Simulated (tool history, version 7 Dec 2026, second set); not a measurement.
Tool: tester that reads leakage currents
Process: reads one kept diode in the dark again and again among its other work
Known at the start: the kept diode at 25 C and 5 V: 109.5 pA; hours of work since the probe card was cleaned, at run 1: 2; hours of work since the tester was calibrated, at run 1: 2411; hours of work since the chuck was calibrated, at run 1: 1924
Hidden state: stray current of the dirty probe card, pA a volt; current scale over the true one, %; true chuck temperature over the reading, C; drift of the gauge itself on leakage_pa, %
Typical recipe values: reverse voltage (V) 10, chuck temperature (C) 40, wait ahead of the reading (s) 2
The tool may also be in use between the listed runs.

| run | day | reverse voltage (V) | chuck temperature (C) | wait ahead of the reading (s) | hours of work since the probe card was cleaned | hours of work since the tester was calibrated | hours of work since the chuck was calibrated | current that the tester gives (pA) |
|---|---|---|---|---|---|---|---|---|
| 1 | 0 | 10 | 40 | 2 | 2 | 2411 | 1924 | 421.74 |
| 2 | 3.467 | 10 | 40 | 2 | 56 | 2465 | 1978 | 416.74 |
| 3 | 6.554 | 10 | 40 | 2 | 105 | 2513 | 2026 | 415.86 |
| 4 | 9.446 | 10 | 40 | 2 | 150 | 2559 | 2071 | 415.6 |
| 5 | 13.246 | 10 | 40 | 2 | 209 | 2618 | 2131 | 411.03 |
|  | 14.454 | chuck's temperature calibrated |
| 6 | 17.342 | 10 | 40 | 2 | 272 | 2681 | 45 | 489.48 |
| 7 | 20.746 | 10 | 40 | 2 | 325 | 2734 | 99 | 489.35 |
| 8 | 23.967 | 10 | 40 | 0.56 | 376 | 2785 | 149 | 490.23 |
| 9 | 27.921 | 9.9 | 40 | 2 | 438 | 2846 | 211 | 481.53 |
| 10 | 32.138 | 9.9 | 32 | 2 | 504 | 2912 | 277 | 253.33 |
| 11 | 36.721 | 10 | 40 | 2 | 576 | 2984 | 349 | 481.26 |
| 12 | 39.988 | 10 | 57 | 2 | 627 | 3035 | 400 | 1676.41 |
| 13 | 44.271 | 10 | 57 | 2 | 694 | 3102 | 467 | 1662.44 |
| 14 | 49.05 | 8.3 | 40 | 0.33 | 769 | 3177 | 542 | 439.4 |
| 15 | 52.692 | 10 | 40 | 0.45 | 825 | 3234 | 599 | 467.86 |
| 16 | 57.696 | 10 | 40 | 0.45 | 904 | 3313 | 677 | 469.38 |
| 17 | 61.042 | 10 | 25 | 2 | 956 | 3365 | 729 | 135.47 |
| 18 | 65.608 | 10 | 25 | 2 | 1028 | 3436 | 801 | 136.27 |
| 19 | 70.183 | 6.1 | 56 | 3 | 1099 | 3508 | 872 | 1206.29 |
| 20 | 75.383 | 6.1 | 56 | 3 | 1181 | 3589 | 954 | 1195.76 |
| 21 | 80.908 | 6.1 | 56 | 3 | 1267 | 3676 | 1040 | 1186.92 |
| 22 | 86.371 | 9.9 | 40 | 2.44 | 1353 | 3762 | 1126 | 442.78 |
| 23 | 90.171 | 7 | 40 | 2.44 | 1412 | 3821 | 1185 | 380.39 |
| 24 | 95.646 | 15.1 | 40 | 2.21 | 1498 | 3907 | 1271 | 526.77 |

Below, each run's measurement less what the same run would have read without the hidden state. Both values contain the same run-to-run variation, but the gauge's scatter may not be the same in both:
| run | current that the tester gives (pA) |
|---|---|
| 1 | -86.96 |
| 2 | -88.38 |
| 3 | -90.33 |
| 4 | -92.32 |
| 5 | -94.05 |
| 6 | -13.61 |
| 7 | -15.81 |
| 8 | -18.15 |
| 9 | -20.59 |
| 10 | -12.43 |
| 11 | -27.01 |
| 12 | -96.62 |
| 13 | -105.94 |
| 14 | -32.78 |
| 15 | -37.36 |
| 16 | -40.77 |
| 17 | -12.47 |
| 18 | -13.39 |
| 19 | -120.31 |
| 20 | -128.26 |
| 21 | -136.87 |
| 22 | -57.78 |
| 23 | -52.17 |
| 24 | -75.4 |

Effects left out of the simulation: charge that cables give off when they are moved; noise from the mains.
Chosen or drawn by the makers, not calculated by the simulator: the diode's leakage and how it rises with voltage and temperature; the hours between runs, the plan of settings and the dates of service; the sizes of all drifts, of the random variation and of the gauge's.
